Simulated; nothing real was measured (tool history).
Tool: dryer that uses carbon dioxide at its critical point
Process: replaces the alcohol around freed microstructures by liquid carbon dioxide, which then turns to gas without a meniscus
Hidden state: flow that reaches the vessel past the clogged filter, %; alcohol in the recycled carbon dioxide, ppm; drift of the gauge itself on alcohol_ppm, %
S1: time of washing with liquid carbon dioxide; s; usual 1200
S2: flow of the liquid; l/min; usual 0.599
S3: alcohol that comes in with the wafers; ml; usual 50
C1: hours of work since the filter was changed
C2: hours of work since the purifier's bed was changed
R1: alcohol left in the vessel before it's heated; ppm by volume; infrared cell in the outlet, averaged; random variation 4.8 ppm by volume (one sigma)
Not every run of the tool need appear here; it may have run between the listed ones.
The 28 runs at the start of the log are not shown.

Run 29, hour 1448.2: usual settings but S1 780 s, S2 0.507 l/min, S3 118 ml; C1 136; C2 79. Result: R1 3900 ppm by volume.
Run 30, hour 1520.7: usual settings but S1 780 s, S2 0.526 l/min, S3 56 ml; C1 186; C2 130. Result: R1 1755 ppm by volume.
Run 31, hour 1563.6: usual settings but S1 1440 s, S2 0.625 l/min, S3 31 ml; C1 216; C2 160. Result: R1 46 ppm by volume.
Run 32, hour 1596.2: usual settings but S3 79 ml; C1 239; C2 183. Result: R1 331 ppm by volume.
Run 33, hour 1647.3: usual settings but S1 1740 s; C1 275; C2 219. Result: R1 34 ppm by volume.
Run 34, hour 1677.7: usual settings but S1 1140 s, S2 0.384 l/min, S3 102 ml; C1 296; C2 240. Result: R1 2815 ppm by volume.
Run 35, hour 1711.8: usual settings but S1 1140 s, S2 0.384 l/min, S3 102 ml; C1 320; C2 264. Result: R1 2901 ppm by volume.
Run 36, hour 1742.4: usual settings but S1 1500 s, S2 0.423 l/min, S3 27 ml; C1 342; C2 285. Result: R1 232 ppm by volume.
Run 37, hour 1805.7: usual settings but S2 0.958 l/min, S3 111 ml; C1 386; C2 330. Result: R1 45 ppm by volume.

Forecast each of these 4 alternatives for the next run:
At hour 1812.8: inlet filter changed.
Run A, hour 1853: usual settings but S1 960 s, S2 0.672 l/min, S3 36 ml; C1 28; C2 362. Result: R1 ?.
At hour 1812.8: inlet filter changed.
Run B, hour 1853: usual settings but S1 1140 s; C1 28; C2 362. Result: R1 ?.
At hour 1812.8: inlet filter changed.
Run C, hour 1853: usual settings but S1 1500 s, S3 56 ml; C1 28; C2 362. Result: R1 ?.
At hour 1812.8: inlet filter changed.
Run D, hour 1853: usual settings but S1 840 s, S2 0.602 l/min, S3 54 ml; C1 28; C2 362. Result: R1 ?.

run   R1
  A  213
  B  235
  C   62
  D  798
Stripped of hidden state, with their random variation kept, the same runs would have yielded:
run   R1
  A  195
  B  215
  C   49
  D  762
